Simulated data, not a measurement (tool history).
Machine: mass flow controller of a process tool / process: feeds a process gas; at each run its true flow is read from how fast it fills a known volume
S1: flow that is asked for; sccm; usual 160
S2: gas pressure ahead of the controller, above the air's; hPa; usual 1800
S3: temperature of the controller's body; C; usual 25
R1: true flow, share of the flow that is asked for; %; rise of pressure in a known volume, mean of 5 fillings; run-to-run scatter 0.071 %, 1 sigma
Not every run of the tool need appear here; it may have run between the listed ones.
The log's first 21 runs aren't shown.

run    hour   S1    S2  S3     R1
 22  2657.8   42  1800  25  97.19
 23  2846.1   42  1800  25  97.11
 24  2964.5  130  1800  34  99.26
 25  3050.8   43  2690  31  97.60
 26  3159.2  182  1640  31  99.93
 27  3249.9  182  1640  29  99.71
 28  3433.6   63  1980  21  97.64
 29  3569.3   63  1980  21  97.69

Run 30 is up next; what results do you expect?
 30  3736.9  63  1980  21   ?

Run 30 gave R1 97.64 %.
The same run, on a tool lacking any hidden state, would have yielded R1 98.68 %.
